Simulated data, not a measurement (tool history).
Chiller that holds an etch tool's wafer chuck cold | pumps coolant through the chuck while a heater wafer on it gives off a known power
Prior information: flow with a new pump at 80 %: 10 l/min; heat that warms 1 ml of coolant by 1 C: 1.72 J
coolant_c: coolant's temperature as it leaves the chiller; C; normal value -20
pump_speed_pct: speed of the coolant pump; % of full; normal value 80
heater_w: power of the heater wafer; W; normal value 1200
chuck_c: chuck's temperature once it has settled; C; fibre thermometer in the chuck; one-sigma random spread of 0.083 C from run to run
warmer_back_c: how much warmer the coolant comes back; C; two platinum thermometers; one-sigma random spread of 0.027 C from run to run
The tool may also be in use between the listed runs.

{"run": 1, "hour": 0.0, "coolant_c": -20, "pump_speed_pct": 80, "heater_w": 1200, "chuck_c": -9.59, "warmer_back_c": 4.39}
{"run": 2, "hour": 162.3, "coolant_c": -20, "pump_speed_pct": 80, "heater_w": 1414, "chuck_c": -7.64, "warmer_back_c": 5.29}
{"run": 3, "hour": 336.9, "coolant_c": -20, "pump_speed_pct": 80, "heater_w": 1414, "chuck_c": -7.69, "warmer_back_c": 5.3}
{"run": 4, "hour": 513.2, "coolant_c": -20, "pump_speed_pct": 80, "heater_w": 1414, "chuck_c": -7.46, "warmer_back_c": 5.3}
{"run": 5, "hour": 644.5, "coolant_c": -20, "pump_speed_pct": 80, "heater_w": 1200, "chuck_c": -9.4, "warmer_back_c": 4.48}
{"run": 6, "hour": 827.7, "coolant_c": -20, "pump_speed_pct": 80, "heater_w": 1200, "chuck_c": -9.15, "warmer_back_c": 4.51}
{"run": 7, "hour": 991.6, "coolant_c": -20, "pump_speed_pct": 80, "heater_w": 1200, "chuck_c": -9.18, "warmer_back_c": 4.51}
{"run": 8, "hour": 1125.9, "coolant_c": -20, "pump_speed_pct": 80, "heater_w": 1200, "chuck_c": -9.17, "warmer_back_c": 4.5}
{"run": 9, "hour": 1217.5, "coolant_c": -20, "pump_speed_pct": 80, "heater_w": 1200, "chuck_c": -9.24, "warmer_back_c": 4.51}
{"run": 10, "hour": 1295.9, "coolant_c": -20, "pump_speed_pct": 80, "heater_w": 1200, "chuck_c": -9.15, "warmer_back_c": 4.5}
{"run": 11, "hour": 1420.9, "coolant_c": -20, "pump_speed_pct": 80, "heater_w": 1200, "chuck_c": -9.12, "warmer_back_c": 4.5}
{"run": 12, "hour": 1496.2, "coolant_c": -20, "pump_speed_pct": 63, "heater_w": 776, "chuck_c": -11.37, "warmer_back_c": 3.82}
{"run": 13, "hour": 1639.6, "coolant_c": -20, "pump_speed_pct": 75, "heater_w": 1395, "chuck_c": -6.54, "warmer_back_c": 5.7}
{"run": 14, "hour": 1722.2, "coolant_c": -20, "pump_speed_pct": 75, "heater_w": 1395, "chuck_c": -6.5, "warmer_back_c": 5.65}
{"run": 15, "hour": 1809.4, "coolant_c": -20, "pump_speed_pct": 65, "heater_w": 1213, "chuck_c": -6.7, "warmer_back_c": 5.82}
{"run": 16, "hour": 1926.8, "coolant_c": -16, "pump_speed_pct": 75, "heater_w": 661, "chuck_c": -9.47, "warmer_back_c": 2.69}
{"run": 17, "hour": 2109.7, "coolant_c": -20, "pump_speed_pct": 66, "heater_w": 1649, "chuck_c": -2.15, "warmer_back_c": 7.76}
{"run": 18, "hour": 2229.3, "coolant_c": -20, "pump_speed_pct": 66, "heater_w": 1649, "chuck_c": -2.06, "warmer_back_c": 7.73}
{"run": 19, "hour": 2318.9, "coolant_c": -28, "pump_speed_pct": 99, "heater_w": 640, "chuck_c": -23.06, "warmer_back_c": 1.89}
{"run": 20, "hour": 2425.2, "coolant_c": -22, "pump_speed_pct": 84, "heater_w": 640, "chuck_c": -16.5, "warmer_back_c": 2.29}
{"run": 21, "hour": 2558.8, "coolant_c": -14, "pump_speed_pct": 84, "heater_w": 640, "chuck_c": -8.3, "warmer_back_c": 2.25}
{"run": 22, "hour": 2644.7, "coolant_c": -13, "pump_speed_pct": 95, "heater_w": 954, "chuck_c": -6.01, "warmer_back_c": 3.01}

Removed from this log: 2 entries logged between the listed runs. Between which two listed runs does each belong, and how does the tool's hidden state at the listed run before it compare with that at the listed run after it?
Runs 5 to 6: chiller's thermometer calibrated (hour 728.7)
  heat passed by the chuck's channels, % of clean ones': 90.6 -> 90.3; flow at a given pump speed, % of a new pump's: 93.3 -> 93.2; coolant's true temperature over the reading, C: -0.1 -> 0.08
  what was measured, less what the result would be without the hidden state, chuck_c: +1.17 -> +1.39 C; warmer_back_c: +0.3 -> +0.3 C
Runs 21 to 22: coolant changed, channels flushed (hour 2594.1)
  heat passed by the chuck's channels, % of clean ones': 87.6 -> 98.9
  what was measured, less what the result would be without the hidden state, chuck_c: +0.91 -> +0.54 C; warmer_back_c: +0.19 -> +0.25 C
